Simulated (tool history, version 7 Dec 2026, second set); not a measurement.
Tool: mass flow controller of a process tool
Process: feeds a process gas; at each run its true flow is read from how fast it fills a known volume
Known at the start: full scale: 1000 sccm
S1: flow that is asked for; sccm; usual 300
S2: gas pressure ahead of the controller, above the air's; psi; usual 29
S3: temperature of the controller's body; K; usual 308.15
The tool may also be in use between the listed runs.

run 1 hour=0 | S1=300 S2=29 S3=308.15 | true_flow_(%)=99.9
run 2 hour=498.9 | S1=300 S2=29 S3=308.15 | true_flow_(%)=99.87
run 3 hour=888.6 | S1=300 S2=29 S3=308.15 | true_flow_(%)=99.82
run 4 hour=1283.2 | S1=300 S2=29 S3=295.15 | true_flow_(%)=98.25
run 5 hour=1581.9 | S1=300 S2=29 S3=308.15 | true_flow_(%)=99.51
run 6 hour=1985.8 | S1=300 S2=29 S3=311.15 | true_flow_(%)=99.96
run 7 hour=2558.9 | S1=300 S2=29 S3=311.15 | true_flow_(%)=99.84
run 8 hour=3092.7 | S1=300 S2=29 S3=311.15 | true_flow_(%)=99.74
run 9 hour=3429.2 | S1=300 S2=20.3 S3=308.15 | true_flow_(%)=98.7
run 10 hour=3838.6 | S1=300 S2=20.3 S3=308.15 | true_flow_(%)=98.73
run 11 hour=4259.9 | S1=300 S2=20.3 S3=308.15 | true_flow_(%)=98.57
run 12 hour=4755.6 | S1=300 S2=20.3 S3=308.15 | true_flow_(%)=98.66
run 13 hour=5286.8 | S1=300 S2=20.3 S3=308.15 | true_flow_(%)=98.39
run 14 hour=5628.6 | S1=300 S2=36.4 S3=308.15 | true_flow_(%)=99.14
run 15 hour=5868.4 | S1=881 S2=36.4 S3=308.15 | true_flow_(%)=100.1
run 16 hour=6129.2 | S1=881 S2=36.4 S3=308.15 | true_flow_(%)=100.07
run 17 hour=6381.7 | S1=300 S2=33.1 S3=308.15 | true_flow_(%)=98.8
run 18 hour=6707.3 | S1=869 S2=29 S3=308.15 | true_flow_(%)=99.41
run 19 hour=7127.7 | S1=300 S2=29 S3=308.15 | true_flow_(%)=98.54
run 20 hour=7601.2 | S1=300 S2=29 S3=308.15 | true_flow_(%)=98.32
run 21 hour=8162.3 | S1=300 S2=29 S3=299.15 | true_flow_(%)=97.33
run 22 hour=8487.9 | S1=300 S2=29 S3=299.15 | true_flow_(%)=97.21
run 23 hour=9063.3 | S1=300 S2=29 S3=299.15 | true_flow_(%)=97.18
run 24 hour=9339 | S1=300 S2=20.7 S3=308.15 | true_flow_(%)=97.68
-- hour=9599 gauge calibrated
run 25 hour=9599 | S1=300 S2=20.7 S3=308.15 | true_flow_(%)=99.5
run 26 hour=10129.9 | S1=300 S2=20.7 S3=308.15 | true_flow_(%)=99.41
run 27 hour=10449 | S1=300 S2=20.7 S3=308.15 | true_flow_(%)=99.26
run 28 hour=10994.1 | S1=531 S2=35.7 S3=296.15 | true_flow_(%)=99
run 29 hour=11282.8 | S1=531 S2=35.7 S3=296.15 | true_flow_(%)=98.95
run 30 hour=11574 | S1=127 S2=28 S3=308.15 | true_flow_(%)=99.3
run 31 hour=11837.7 | S1=175 S2=29.6 S3=308.15 | true_flow_(%)=99.33
run 32 hour=12124.4 | S1=175 S2=29.6 S3=308.15 | true_flow_(%)=99.37
run 33 hour=12628.4 | S1=342 S2=27.7 S3=306.15 | true_flow_(%)=99.19
run 34 hour=12891 | S1=181 S2=29 S3=294.15 | true_flow_(%)=97.77
run 35 hour=13155 | S1=279 S2=24.8 S3=309.15 | true_flow_(%)=99.12
run 36 hour=13420.7 | S1=279 S2=24.8 S3=309.15 | true_flow_(%)=99.1
run 37 hour=13748.6 | S1=612 S2=27.7 S3=309.15 | true_flow_(%)=99.67
-- hour=13808.9 controller exchanged for a calibrated one
run 38 hour=14301.7 | S1=300 S2=29.4 S3=313.15 | true_flow_(%)=99.61
run 39 hour=14609.9 | S1=843 S2=35.7 S3=294.15 | true_flow_(%)=98.7
run 40 hour=14889.7 | S1=158 S2=38 S3=306.15 | true_flow_(%)=98.87
run 41 hour=15214.3 | S1=834 S2=28 S3=307.15 | true_flow_(%)=99.53
run 42 hour=15780.1 | S1=378 S2=35.4 S3=306.15 | true_flow_(%)=98.88
run 43 hour=16344.7 | S1=378 S2=35.4 S3=306.15 | true_flow_(%)=98.85
run 44 hour=16898.3 | S1=895 S2=23.8 S3=304.15 | true_flow_(%)=98.63
run 45 hour=17190 | S1=300 S2=29 S3=301.15 | true_flow_(%)=97.6
run 46 hour=17430.8 | S1=163 S2=29 S3=303.15 | true_flow_(%)=97.56
run 47 hour=18005.8 | S1=163 S2=29 S3=303.15 | true_flow_(%)=97.57
run 48 hour=18264 | S1=152 S2=25.2 S3=308.15 | true_flow_(%)=97.66

3 ways to go on from here, each from the tool as it stands after run 48. What would each give?
run A hour=18758.6 | S1=298 S2=26.7 S3=308.15 | true_flow_(%)=?
run B hour=18758.6 | S1=183 S2=29 S3=308.15 | true_flow_(%)=?
run C hour=18758.6 | S1=490 S2=40.5 S3=299.15 | true_flow_(%)=?

run=A true_flow_(%)=98.03
run=B true_flow_(%)=97.78
run=C true_flow_(%)=98.01
Without the tool's hidden state the same runs would have given:
run=A true_flow_(%)=99.94
run=B true_flow_(%)=99.69
run=C true_flow_(%)=99.92
